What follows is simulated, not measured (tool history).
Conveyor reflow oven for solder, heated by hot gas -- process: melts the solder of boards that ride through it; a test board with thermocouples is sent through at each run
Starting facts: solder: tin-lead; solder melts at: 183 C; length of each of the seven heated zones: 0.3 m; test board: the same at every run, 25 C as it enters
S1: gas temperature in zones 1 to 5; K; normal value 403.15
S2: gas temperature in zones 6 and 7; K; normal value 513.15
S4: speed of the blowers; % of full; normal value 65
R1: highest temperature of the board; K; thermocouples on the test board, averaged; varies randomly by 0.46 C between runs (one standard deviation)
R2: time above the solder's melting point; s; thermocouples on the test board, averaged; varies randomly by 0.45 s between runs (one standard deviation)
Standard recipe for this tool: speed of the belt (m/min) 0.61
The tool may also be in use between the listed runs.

Run 1, day 0: usual settings. Result: R1 493.15 K, R2 44.7 s.
Run 2, day 0.512: usual settings. Result: R1 494.35 K, R2 44.3 s.
Run 3, day 1.062: usual settings. Result: R1 494.85 K, R2 44.6 s.
Run 4, day 1.662: usual settings. Result: R1 493.45 K, R2 44.8 s.
Run 5, day 2.046: usual settings. Result: R1 494.65 K, R2 44.4 s.
Run 6, day 2.392: usual settings but speed of the belt (m/min) 0.518. Result: R1 499.95 K, R2 56.9 s.
Run 7, day 2.929: usual settings but speed of the belt (m/min) 0.617. Result: R1 494.25 K, R2 43.1 s.
Run 8, day 3.321: usual settings but S1 416.15 K, speed of the belt (m/min) 0.593, S4 60 % of full. Result: R1 495.55 K, R2 50.4 s.
Run 9, day 3.812: usual settings but S1 416.15 K, speed of the belt (m/min) 0.593, S4 60 % of full. Result: R1 495.35 K, R2 50.1 s.
Run 10, day 4.433: usual settings but S2 518.15 K, speed of the belt (m/min) 0.606. Result: R1 498.45 K, R2 47.1 s.
Run 11, day 4.908: usual settings but S1 410.15 K, speed of the belt (m/min) 0.607, S4 71 % of full. Result: R1 496.25 K, R2 47.6 s.
Run 12, day 5.592: usual settings but S1 410.15 K, speed of the belt (m/min) 0.607, S4 71 % of full. Result: R1 496.55 K, R2 47.4 s.

Predict the results of run 13:
Run 13, day 6.021: usual settings but S1 410.15 K, S2 523.15 K, speed of the belt (m/min) 0.607, S4 60 % of full. Result: R1 ?, R2 ?.

R1: 502.65 K
R2: 50.8 s
On a tool with no hidden condition, and with the same random variation, this run would have come out at R1 504.35 K, R2 51.5 s.
